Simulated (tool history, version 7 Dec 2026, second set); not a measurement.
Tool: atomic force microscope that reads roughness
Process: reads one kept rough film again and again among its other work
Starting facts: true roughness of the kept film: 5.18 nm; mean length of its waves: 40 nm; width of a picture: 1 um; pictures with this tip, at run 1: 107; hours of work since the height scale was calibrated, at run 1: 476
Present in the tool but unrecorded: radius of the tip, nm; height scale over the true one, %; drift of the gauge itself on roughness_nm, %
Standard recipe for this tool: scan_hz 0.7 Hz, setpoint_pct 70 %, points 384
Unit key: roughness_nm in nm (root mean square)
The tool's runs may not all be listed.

| run | hour | scan_hz | setpoint_pct | points | pictures with this tip | hours of work since the height scale was calibrated | roughness_nm |
|---|---|---|---|---|---|---|---|
| 1 | 0 | 0.7 | 70 | 384 | 107 | 476 | 4.618 |
| 2 | 21.7 | 0.7 | 70 | 384 | 123 | 486 | 4.627 |
| 3 | 47.1 | 0.7 | 70 | 384 | 142 | 498 | 4.646 |
| 4 | 68.5 | 0.7 | 70 | 384 | 158 | 508 | 4.639 |
|  | 86.4 | new tip fitted |
| 5 | 111.6 | 0.7 | 70 | 384 | 18 | 528 | 4.64 |
| 6 | 156.9 | 0.7 | 70 | 825 | 52 | 549 | 4.654 |
| 7 | 182.7 | 0.7 | 70 | 825 | 71 | 561 | 4.647 |
| 8 | 223.2 | 0.519 | 70 | 384 | 101 | 580 | 4.663 |
| 9 | 257.9 | 0.88 | 70 | 384 | 126 | 596 | 4.611 |
| 10 | 285.7 | 0.88 | 70 | 384 | 147 | 609 | 4.603 |
|  | 318 | new tip fitted |
| 11 | 325.3 | 0.88 | 70 | 384 | 6 | 627 | 4.634 |
| 12 | 355.1 | 0.88 | 70 | 269 | 28 | 641 | 4.607 |
| 13 | 402 | 0.7 | 70 | 259 | 62 | 663 | 4.597 |
| 14 | 440.8 | 0.7 | 70 | 259 | 91 | 681 | 4.598 |
| 15 | 468.9 | 0.7 | 70 | 259 | 112 | 694 | 4.6 |
| 16 | 488.5 | 0.7 | 70 | 259 | 126 | 703 | 4.606 |
| 17 | 511.9 | 1.617 | 69 | 971 | 144 | 714 | 4.521 |
| 18 | 544.1 | 1.617 | 66 | 288 | 168 | 729 | 4.52 |
|  | 547.8 | new tip fitted |
| 19 | 579.8 | 0.523 | 73 | 645 | 24 | 745 | 4.654 |
| 20 | 610.7 | 3.005 | 89 | 384 | 46 | 760 | 3.861 |
| 21 | 651 | 3.005 | 89 | 384 | 76 | 779 | 3.856 |
| 22 | 681.4 | 2.363 | 89 | 384 | 99 | 793 | 4.005 |
| 23 | 723.1 | 0.7 | 76 | 748 | 130 | 812 | 4.591 |
| 24 | 755.7 | 2.208 | 64 | 279 | 154 | 827 | 4.477 |
|  | 779.8 | new tip fitted |
| 25 | 798.8 | 2.208 | 64 | 279 | 14 | 847 | 4.54 |

4 ways to go on from here, each from the tool as it stands after run 25. What would each give?
| A | 821.9 | 0.952 | 70 | 340 | 31 | 858 | ? |
| B | 821.9 | 1.518 | 64 | 279 | 31 | 858 | ? |
| C | 821.9 | 1.631 | 64 | 806 | 31 | 858 | ? |
| D | 821.9 | 1.928 | 70 | 384 | 31 | 858 | ? |

| run | roughness_nm |
|---|---|
| A | 4.628 |
| B | 4.591 |
| C | 4.592 |
| D | 4.499 |
The same runs, with their run-to-run variation unchanged, on a tool lacking any hidden condition would have given:
| run | roughness_nm |
|---|---|
| A | 4.63 |
| B | 4.594 |
| C | 4.595 |
| D | 4.502 |

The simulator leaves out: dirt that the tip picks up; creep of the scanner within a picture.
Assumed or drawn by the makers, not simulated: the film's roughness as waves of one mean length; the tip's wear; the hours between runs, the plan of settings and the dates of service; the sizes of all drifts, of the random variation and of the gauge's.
